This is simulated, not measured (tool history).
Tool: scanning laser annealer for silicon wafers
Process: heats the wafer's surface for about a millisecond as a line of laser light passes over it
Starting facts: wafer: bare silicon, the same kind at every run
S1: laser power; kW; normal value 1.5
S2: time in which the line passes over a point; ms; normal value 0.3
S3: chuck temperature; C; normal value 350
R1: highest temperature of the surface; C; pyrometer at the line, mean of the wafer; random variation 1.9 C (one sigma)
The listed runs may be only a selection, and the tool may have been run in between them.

run,hour,S1,S2,S3,R1
1,0,1.5,0.3,350,1084
2,14.1,1.5,0.3,350,1086
3,25.4,1.5,0.3,350,1090
4,37.2,1.5,0.3,350,1086
5,51.3,1.5,0.3,350,1089
6,59.9,1.5,0.3,350,1088
7,69.2,1.5,0.3,350,1083
8,79.1,1.5,0.3,350,1085
9,88.7,1.5,0.3,350,1087
10,103.6,1.5,0.3,346,1081
11,116.4,1.5,0.3,346,1080
12,122.7,1.299,0.3,350,966
13,132.9,1.41,0.3,350,1033
14,139.6,1.41,0.3,350,1029
15,148.3,1.41,0.3,350,1033
16,160.7,1.41,0.3,350,1031
17,172.2,1.5,0.22,350,972
18,181.2,1.5,0.22,350,969
19,189.3,1.5,0.22,350,968
20,198,1.5,0.22,350,970
21,209.6,1.45,0.3,350,1053
22,222.9,1.478,0.335,373,1139
23,235.6,1.478,0.249,334,984
24,245.6,1.478,0.249,334,986
25,260.4,1.478,0.249,334,983
26,267.3,1.478,0.249,334,983
27,281,1.5,0.3,364,1098
28,289.5,1.5,0.3,364,1094
29,298.8,1.452,0.28,364,1036
30,313.5,1.452,0.28,364,1039
31,328.2,1.452,0.28,364,1041
32,337.8,1.452,0.336,364,1109
33,346.7,1.58,0.369,378,1246
34,358.2,1.607,0.307,355,1155
35,365.6,1.607,0.307,355,1155
36,377.8,1.607,0.307,355,1155
37,390.9,1.535,0.25,369,1046
38,400,1.598,0.3,350,1134
39,410.6,1.468,0.3,379,1090
40,418.4,1.543,0.3,348,1098
41,430.6,1.543,0.315,319,1089
42,437.8,1.39,0.238,313,899

Consider 3 possible next runs. They are alternatives, not a sequence: every one starts from the tool as it was left by run 42. What does each give?
A,450.5,1.401,0.282,350,?
B,450.5,1.547,0.257,362,?
C,450.5,1.448,0.337,350,?

run,R1
A,996
B,1054
C,1093
The same runs, with their run-to-run variation unchanged, on a tool lacking any hidden condition would have given:
run,R1
A,1014
B,1073
C,1114
